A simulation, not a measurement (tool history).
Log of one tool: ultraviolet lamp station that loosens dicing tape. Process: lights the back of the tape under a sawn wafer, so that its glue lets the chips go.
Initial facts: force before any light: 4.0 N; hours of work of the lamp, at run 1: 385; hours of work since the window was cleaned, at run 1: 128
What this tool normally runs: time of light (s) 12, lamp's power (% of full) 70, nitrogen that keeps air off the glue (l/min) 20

run,hour,time of light (s),lamp's power (% of full),nitrogen that keeps air off the glue (l/min),hours of work of the lamp,hours of work since the window was cleaned,force that peels the tape off (N),light that reached the tape (mJ/cm2)
1,0.0,12,70,20,385,128,0.328,471
2,26.7,12,70,20,398,141,0.319,468
3,58.6,12,70,20,414,157,0.326,471
4,88.4,12,70,20,429,172,0.332,465
5,112.8,12,78,20,441,184,0.280,518
6,140.1,16,78,12,455,197,0.242,691
7,168.4,12,75,35,469,211,0.263,502
8,201.9,12,70,7,485,228,0.547,467
9,218.0,12,70,7,493,236,0.554,465
10,255.5,12,70,7,512,255,0.540,469

Below are 5 alternative next runs, each starting from the tool's condition after run 10. Predict each:
A,289.2,12,93,12,528,271,?,?
B,289.2,12,85,7,528,271,?,?
C,289.2,12,90,20,528,271,?,?
D,289.2,13,70,17,528,271,?,?
E,289.2,12,73,12,528,271,?,?

run,force that peels the tape off (N),light that reached the tape (mJ/cm2)
A,0.284,615
B,0.385,562
C,0.248,596
D,0.302,504
E,0.378,482
Take away the tool's hidden state, keep each run's random variation, and the runs would have read:
run,force that peels the tape off (N),light that reached the tape (mJ/cm2)
A,0.283,617
B,0.384,563
C,0.248,597
D,0.301,506
E,0.377,483
